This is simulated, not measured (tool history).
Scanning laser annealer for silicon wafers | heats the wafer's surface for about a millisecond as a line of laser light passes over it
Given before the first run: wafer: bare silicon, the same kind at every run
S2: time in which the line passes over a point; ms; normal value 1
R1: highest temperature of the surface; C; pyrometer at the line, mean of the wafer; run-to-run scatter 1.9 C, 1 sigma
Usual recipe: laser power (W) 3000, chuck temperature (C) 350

Run 1, hour 0: usual settings. Result: R1 1165 C.
Run 2, hour 7.2: usual settings. Result: R1 1167 C.
Run 3, hour 19.5: usual settings. Result: R1 1166 C.
Run 4, hour 31.7: usual settings. Result: R1 1164 C.
Run 5, hour 38: usual settings. Result: R1 1165 C.
Run 6, hour 46.6: usual settings. Result: R1 1166 C.
Run 7, hour 59.2: usual settings. Result: R1 1164 C.
Run 8, hour 67.8: usual settings. Result: R1 1164 C.
Run 9, hour 80.5: usual settings. Result: R1 1161 C.
Run 10, hour 91.6: usual settings. Result: R1 1163 C.
Run 11, hour 99.7: usual settings. Result: R1 1165 C.
Run 12, hour 107.5: usual settings but laser power (W) 2979. Result: R1 1157 C.
Run 13, hour 117.9: usual settings but laser power (W) 2979. Result: R1 1158 C.
Run 14, hour 126.8: usual settings but laser power (W) 2979. Result: R1 1156 C.
Run 15, hour 140.4: usual settings but laser power (W) 3135. Result: R1 1196 C.
Run 16, hour 149.7: usual settings but laser power (W) 3135. Result: R1 1193 C.
Run 17, hour 157.3: usual settings. Result: R1 1157 C.
Run 18, hour 167.4: usual settings but chuck temperature (C) 337. Result: R1 1148 C.
Run 19, hour 175.3: usual settings but chuck temperature (C) 337. Result: R1 1144 C.
Run 20, hour 181.3: usual settings but chuck temperature (C) 337. Result: R1 1150 C.
Run 21, hour 187.9: usual settings. Result: R1 1156 C.
Run 22, hour 196.4: usual settings. Result: R1 1155 C.
Run 23, hour 209: usual settings. Result: R1 1153 C.
Run 24, hour 222.4: usual settings. Result: R1 1157 C.
Run 25, hour 230.3: usual settings but laser power (W) 2906. Result: R1 1132 C.
Run 26, hour 240.5: usual settings but laser power (W) 2906. Result: R1 1132 C.
Run 27, hour 254.3: usual settings but laser power (W) 3133, S2 0.89 ms, chuck temperature (C) 340. Result: R1 1125 C.
Run 28, hour 263.7: usual settings but chuck temperature (C) 348. Result: R1 1152 C.
Run 29, hour 272.4: usual settings but laser power (W) 3085, S2 1.17 ms, chuck temperature (C) 330. Result: R1 1231 C.
Run 30, hour 278.7: usual settings but laser power (W) 3085, S2 1.17 ms, chuck temperature (C) 330. Result: R1 1239 C.
Run 31, hour 287: usual settings but S2 1.18 ms, chuck temperature (C) 341. Result: R1 1226 C.
Run 32, hour 295.3: usual settings but laser power (W) 2970, S2 0.95 ms, chuck temperature (C) 320. Result: R1 1092 C.
Run 33, hour 305.2: usual settings but laser power (W) 2970, S2 0.95 ms, chuck temperature (C) 320. Result: R1 1092 C.
Run 34, hour 315.2: usual settings but laser power (W) 2970, S2 0.95 ms, chuck temperature (C) 320. Result: R1 1093 C.
Run 35, hour 328.9: usual settings but laser power (W) 2970, S2 0.95 ms, chuck temperature (C) 320. Result: R1 1089 C.
Run 36, hour 335.2: usual settings but laser power (W) 2970, S2 0.95 ms, chuck temperature (C) 320. Result: R1 1091 C.
Run 37, hour 348.9: usual settings but laser power (W) 2575, S2 0.95 ms, chuck temperature (C) 375. Result: R1 1043 C.
Run 38, hour 356.2: usual settings but laser power (W) 2800, chuck temperature (C) 379. Result: R1 1130 C.
Run 39, hour 365.3: usual settings but laser power (W) 2800, chuck temperature (C) 387. Result: R1 1135 C.
Run 40, hour 371.3: usual settings but laser power (W) 2853, S2 0.91 ms, chuck temperature (C) 340. Result: R1 1059 C.
Run 41, hour 381.2: usual settings but laser power (W) 2853, S2 1.02 ms, chuck temperature (C) 340. Result: R1 1116 C.
Run 42, hour 391.4: usual settings but laser power (W) 2853, S2 1.02 ms, chuck temperature (C) 340. Result: R1 1111 C.

Predict each of these 3 candidate next runs independently; none follows another, all start after run 42:
Run A, hour 401.7: usual settings but laser power (W) 2684, S2 1.02 ms, chuck temperature (C) 340. Result: R1 ?.
Run B, hour 401.7: usual settings but laser power (W) 2619. Result: R1 ?.
Run C, hour 401.7: usual settings but laser power (W) 3127, S2 0.9 ms, chuck temperature (C) 367. Result: R1 ?.

run    R1
  A  1069
  B  1055
  C  1147
With no hidden state in the tool, these same runs would have given:
run    R1
  A  1100
  B  1086
  C  1180
